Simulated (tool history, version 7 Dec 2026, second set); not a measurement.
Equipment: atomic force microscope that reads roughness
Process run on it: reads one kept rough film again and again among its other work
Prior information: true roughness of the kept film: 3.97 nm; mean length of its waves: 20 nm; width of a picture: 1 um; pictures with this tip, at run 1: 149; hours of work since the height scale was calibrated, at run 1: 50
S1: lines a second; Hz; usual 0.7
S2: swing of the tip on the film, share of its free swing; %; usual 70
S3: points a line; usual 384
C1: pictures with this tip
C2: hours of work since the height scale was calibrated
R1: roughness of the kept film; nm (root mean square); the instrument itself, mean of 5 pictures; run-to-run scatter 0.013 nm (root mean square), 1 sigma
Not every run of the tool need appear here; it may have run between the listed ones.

run,hour,S1,S2,S3,C1,C2,R1
1,0,0.7,70,384,149,50,2.186
2,51.9,0.7,70,349,270,90,1.816
3,81,0.7,70,349,337,113,1.672
# hour 91.1: new tip fitted
4,131,0.7,70,349,92,151,2.434
5,183,0.7,56,384,213,192,2.056
6,212.2,0.7,69,384,281,214,1.838
# hour 247.7: new tip fitted
7,268.2,0.7,77,384,48,258,2.617
8,314.1,0.7,77,384,155,293,2.152
9,367.9,0.7,77,384,280,335,1.811
# hour 406: new tip fitted
10,412.8,0.7,77,384,16,370,2.783
11,460.7,0.7,77,384,128,407,2.249
12,502.5,0.7,70,384,225,440,1.954
13,559.1,0.7,70,384,356,484,1.666
# hour 565.2: new tip fitted
14,614.2,0.7,70,384,114,526,2.333
# hour 618: height scale calibrated on a step standard
15,646.5,0.7,70,384,187,22,2.064
16,700.9,1.549,70,384,313,65,1.676
# hour 722.9: new tip fitted
17,747.7,1.549,70,384,57,101,2.544
18,786.7,1.549,70,384,148,131,2.173
19,818.9,1.549,70,384,223,156,1.928
# hour 878.4: new tip fitted
20,878.8,1.549,70,384,1,202,2.823
21,909,1.549,82,927,71,226,2.325
# hour 913.6: height scale calibrated on a step standard, once more
22,953.1,1.549,82,927,171,31,1.958
23,1018.5,1.549,82,618,323,82,1.573
# hour 1035.4: new tip fitted
24,1046.6,1.509,70,494,26,103,2.693
25,1096.1,1.509,70,494,141,142,2.172
26,1132.5,1.509,70,494,225,170,1.875
27,1164.7,1.509,70,494,300,195,1.703
# hour 1192.2: new tip fitted
28,1210.9,0.7,86,612,43,230,2.553
29,1250.1,0.7,86,612,135,261,2.189
30,1311.5,0.7,86,612,277,309,1.744
31,1345.2,0.7,83,553,356,335,1.598
# hour 1349.3: new tip fitted
32,1376.1,0.7,83,553,62,359,2.505
33,1439.3,1.513,83,479,209,408,1.829

Entry by entry between the runs, the difference in hidden state between the last listed run before and the first listed run after:
Logged between run 3 and run 4: new tip fitted (hour 91.1)
  radius of the tip, nm: 32.1 -> 13.8; height scale over the true one, %: 0.01 -> -0.01
  measured less the result without the state, R1: -1.289 -> -0.51 nm (root mean square)
Logged between run 6 and run 7: new tip fitted (hour 247.7)
  radius of the tip, nm: 26.9 -> 10.6; height scale over the true one, %: -0.05 -> -0.08
  measured less the result without the state, R1: -1.126 -> -0.296 nm (root mean square)
Logged between run 9 and run 10: new tip fitted (hour 406)
  radius of the tip, nm: 26.9 -> 8.5; height scale over the true one, %: -0.12 -> -0.15
  measured less the result without the state, R1: -1.112 -> -0.131 nm (root mean square)
Logged between run 13 and run 14: new tip fitted (hour 565.2)
  radius of the tip, nm: 32.1 -> 15.5; height scale over the true one, %: -0.22 -> -0.24
  measured less the result without the state, R1: -1.294 -> -0.617 nm (root mean square)
Logged between run 14 and run 15: height scale calibrated on a step standard (hour 618)
  radius of the tip, nm: 15.5 -> 21.1; height scale over the true one, %: -0.24 -> -0.36
  measured less the result without the state, R1: -0.617 -> -0.906 nm (root mean square)
Logged between run 16 and run 17: new tip fitted (hour 722.9)
  radius of the tip, nm: 29.6 -> 10.7; height scale over the true one, %: -0.38 -> -0.41
  measured less the result without the state, R1: -1.176 -> -0.299 nm (root mean square)
Logged between run 19 and run 20: new tip fitted (hour 878.4)
  radius of the tip, nm: 22.2 -> 7.3; height scale over the true one, %: -0.44 -> -0.46
  measured less the result without the state, R1: -0.911 -> -0.036 nm (root mean square)
Logged between run 21 and run 22: height scale calibrated on a step standard, once more (hour 913.6)
  radius of the tip, nm: 12.1 -> 19.6; height scale over the true one, %: -0.48 -> -0.08
  measured less the result without the state, R1: -0.381 -> -0.764 nm (root mean square)
Logged between run 23 and run 24: new tip fitted (hour 1035.4)
  radius of the tip, nm: 30.5 -> 9.3; height scale over the true one, %: -0.12 -> -0.13
  measured less the result without the state, R1: -1.143 -> -0.19 nm (root mean square)
Logged between run 27 and run 28: new tip fitted (hour 1192.2)
  radius of the tip, nm: 29.7 -> 11; height scale over the true one, %: -0.19 -> -0.21
  measured less the result without the state, R1: -1.191 -> -0.317 nm (root mean square)
Logged between run 31 and run 32: new tip fitted (hour 1349.3)
  radius of the tip, nm: 33.3 -> 11.8; height scale over the true one, %: -0.27 -> -0.28
  measured less the result without the state, R1: -1.302 -> -0.382 nm (root mean square)

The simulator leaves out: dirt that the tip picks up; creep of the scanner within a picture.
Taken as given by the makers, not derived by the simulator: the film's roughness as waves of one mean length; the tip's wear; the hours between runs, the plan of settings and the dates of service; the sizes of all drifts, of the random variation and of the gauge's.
